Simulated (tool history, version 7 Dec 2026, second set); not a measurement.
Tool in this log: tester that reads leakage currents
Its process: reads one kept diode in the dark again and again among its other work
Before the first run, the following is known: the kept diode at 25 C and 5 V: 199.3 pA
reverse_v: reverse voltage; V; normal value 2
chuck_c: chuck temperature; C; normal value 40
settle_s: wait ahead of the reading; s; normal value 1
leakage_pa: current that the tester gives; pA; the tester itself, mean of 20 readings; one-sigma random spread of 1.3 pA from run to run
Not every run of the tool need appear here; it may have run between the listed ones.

Run 1, hour 0: usual settings. Result: leakage_pa 428.92 pA.
Run 2, hour 76.8: usual settings. Result: leakage_pa 431.55 pA.
Run 3, hour 217.4: usual settings but reverse_v 2.37 V. Result: leakage_pa 464.16 pA.
Run 4, hour 321.3: usual settings. Result: leakage_pa 431.57 pA.
Run 5, hour 407.2: usual settings but settle_s 3.19 s. Result: leakage_pa 427.92 pA.
Run 6, hour 536.7: usual settings but chuck_c 28 C. Result: leakage_pa 161.89 pA.
Run 7, hour 618.5: usual settings but chuck_c 28 C. Result: leakage_pa 161.09 pA.
Run 8, hour 779: usual settings but chuck_c 28 C. Result: leakage_pa 161.95 pA.
Run 9, hour 946.6: usual settings but chuck_c 28 C. Result: leakage_pa 160.36 pA.
Run 10, hour 1050.7: usual settings but chuck_c 28 C. Result: leakage_pa 160.29 pA.
Run 11, hour 1224.4: usual settings but chuck_c 28 C. Result: leakage_pa 159.83 pA.
Run 12, hour 1317.3: usual settings but reverse_v 3.26 V, chuck_c 28 C. Result: leakage_pa 200.37 pA.
Run 13, hour 1477.3: usual settings but reverse_v 3.26 V, chuck_c 28 C. Result: leakage_pa 198.89 pA.
Run 14, hour 1574.5: usual settings but reverse_v 19.86 V, settle_s 1.22 s. Result: leakage_pa 1221.32 pA.
At hour 1592.2: chuck's temperature calibrated.
Run 15, hour 1701.3: usual settings but reverse_v 12.21 V, chuck_c 27 C, settle_s 6.42 s. Result: leakage_pa 331.52 pA.
Run 16, hour 1830.4: usual settings but reverse_v 1.62 V, settle_s 3.94 s. Result: leakage_pa 360 pA.
Run 17, hour 1943.5: usual settings but reverse_v 1.69 V, settle_s 1.48 s. Result: leakage_pa 369.3 pA.
Run 18, hour 2089.7: usual settings but chuck_c 21 C. Result: leakage_pa 83.23 pA.
Run 19, hour 2243.2: usual settings but chuck_c 51 C, settle_s 0.47 s. Result: leakage_pa 898.29 pA.
Run 20, hour 2425.4: usual settings but settle_s 0.51 s. Result: leakage_pa 391.29 pA.
Run 21, hour 2503.7: usual settings but chuck_c 29 C, settle_s 2.16 s. Result: leakage_pa 162.85 pA.
Run 22, hour 2594: usual settings but chuck_c 29 C, settle_s 2.16 s. Result: leakage_pa 161.34 pA.
At hour 2661.9: chuck's temperature calibrated, once more.
Run 23, hour 2741.1: usual settings but chuck_c 29 C, settle_s 2.16 s. Result: leakage_pa 182.86 pA.
Run 24, hour 2862: usual settings but chuck_c 29 C, settle_s 2.16 s. Result: leakage_pa 183.06 pA.
Run 25, hour 2981.8: usual settings but reverse_v 3.55 V, chuck_c 25 C. Result: leakage_pa 172.47 pA.

3 ways to go on from here, each from the tool as it stands after run 25. What would each give?
Run A, hour 3100.7: usual settings but settle_s 1.42 s. Result: leakage_pa ?.
Run B, hour 3100.7: usual settings but reverse_v 3.55 V, chuck_c 23 C. Result: leakage_pa ?.
Run C, hour 3100.7: usual settings but reverse_v 18.52 V, chuck_c 38 C. Result: leakage_pa ?.

run  leakage_pa
  A      434.31
  B      145.14
  C     1068.45
With the hidden condition removed and each run's random variation left untouched, the same runs would have given:
run  leakage_pa
  A      440.43
  B      143.73
  C     1067.01
